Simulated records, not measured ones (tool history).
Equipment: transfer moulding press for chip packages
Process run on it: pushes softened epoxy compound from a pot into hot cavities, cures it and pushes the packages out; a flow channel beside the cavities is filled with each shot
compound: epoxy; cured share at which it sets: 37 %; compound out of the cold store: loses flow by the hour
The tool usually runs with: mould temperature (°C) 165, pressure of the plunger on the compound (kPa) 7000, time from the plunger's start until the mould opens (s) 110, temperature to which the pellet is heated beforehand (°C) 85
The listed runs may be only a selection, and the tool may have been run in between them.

| run | day | mould temperature (°C) | pressure of the plunger on the compound (kPa) | time from the plunger's start until the mould opens (s) | temperature to which the pellet is heated beforehand (°C) | incoming compound's hours out of the cold store | length that the compound runs in the flow channel (mm) | greatest force on the pins that push the packages out (N) |
|---|---|---|---|---|---|---|---|---|
| 1 | 0 | 165 | 7000 | 110 | 85 | 36.1 | 504 | 526 |
| 2 | 1.429 | 158 | 7000 | 110 | 85 | 32 | 529 | 1072 |
| 3 | 2.617 | 165 | 7000 | 110 | 92 | 26.5 | 513 | 824 |
| 4 | 3.238 | 165 | 7000 | 110 | 92 | 38.4 | 488 | 847 |
| 5 | 4.479 | 165 | 7000 | 110 | 92 | 46.9 | 479 | 845 |
| 6 | 5.596 | 165 | 7000 | 110 | 85 | 42.5 | 480 | 895 |
| 7 | 6.767 | 165 | 7000 | 110 | 85 | 39.9 | 486 | 935 |
|  | 7.05 | cavities cleaned with cleaning compound and waxed |
| 8 | 7.783 | 165 | 8300 | 110 | 85 | 37.9 | 532 | 1032 |
| 9 | 9.104 | 171 | 5740 | 110 | 85 | 21.4 | 445 | 895 |
| 10 | 9.692 | 169 | 7020 | 110 | 85 | 18.4 | 519 | 918 |
| 11 | 10.575 | 165 | 8610 | 129 | 85 | 8.7 | 608 | 922 |
| 12 | 11.379 | 165 | 8610 | 129 | 85 | 30.1 | 552 | 888 |
|  | 12.383 | cavities cleaned with cleaning compound and waxed, once more |
| 13 | 12.612 | 165 | 8610 | 129 | 85 | 17.9 | 577 | 481 |
|  | 13.296 | plunger's sealing rings changed |
| 14 | 14.142 | 157 | 8300 | 108 | 87 | 44.4 | 588 | 1267 |
| 15 | 14.821 | 157 | 8300 | 108 | 87 | 37.2 | 603 | 1410 |

Each row is a separate what-if for the run after 15, all from the same tool condition, not one after another. Results?
| A | 15.85 | 157 | 5560 | 119 | 94 | 39.3 | ? | ? |
| B | 15.85 | 157 | 8300 | 110 | 94 | 13.7 | ? | ? |
| C | 15.85 | 159 | 8300 | 145 | 87 | 39.5 | ? | ? |

| run | length that the compound runs in the flow channel (mm) | greatest force on the pins that push the packages out (N) |
|---|---|---|
| A | 498 | 1193 |
| B | 661 | 1533 |
| C | 584 | 822 |
Take away the tool's hidden state, keep each run's random variation, and the runs would have read:
| run | length that the compound runs in the flow channel (mm) | greatest force on the pins that push the packages out (N) |
|---|---|---|
| A | 499 | 659 |
| B | 662 | 842 |
| C | 585 | 469 |
